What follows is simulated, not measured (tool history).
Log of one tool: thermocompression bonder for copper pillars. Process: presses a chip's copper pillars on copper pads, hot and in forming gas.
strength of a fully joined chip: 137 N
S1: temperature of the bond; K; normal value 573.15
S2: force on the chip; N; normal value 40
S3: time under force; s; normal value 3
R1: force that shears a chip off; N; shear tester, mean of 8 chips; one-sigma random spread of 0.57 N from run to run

run	day	S1	S2	S3	R1
1	0	573.15	40	3	79.2
2	1.175	573.15	40	3	77.6
3	1.792	573.15	40	3	79.2
4	2.7	573.15	40	8	102.7
5	3.321	573.15	40	8	101.8
6	4.342	573.15	40	2	69.7
7	5.217	573.15	40	2	70
8	6.546	573.15	40	2	69.9
9	7.658	573.15	47	3	90.3
10	8.458	573.15	47	3	89.4
11	9.183	573.15	43	3	83.4
12	10.25	573.15	40	6	95
13	11.05	573.15	26	3	53.2
# day 11.454: forming gas filter changed
14	12.392	573.15	29	2	52.4
15	13.3	603.15	44	7	121
# day 13.746: force cell calibrated
16	14.129	565.15	58	3	96.3
17	15.121	565.15	58	3	96.2
18	16.279	565.15	29	3	53.6
19	17.442	599.15	27	8	89.1
20	18.271	550.15	40	3	64.1
21	18.983	547.15	40	6	79.2
22	19.696	547.15	40	6	79.5

Here are 3 independent what-if runs from the current tool condition. What would each one return?
A	20.392	556.15	40	6	?
B	20.392	547.15	26	6	?
C	20.392	573.15	26	2	?

run	R1
A	84.8
B	52.2
C	43.1
Stripped of hidden state, with their random variation kept, the same runs would have yielded:
run	R1
A	79.9
B	48
C	39.7
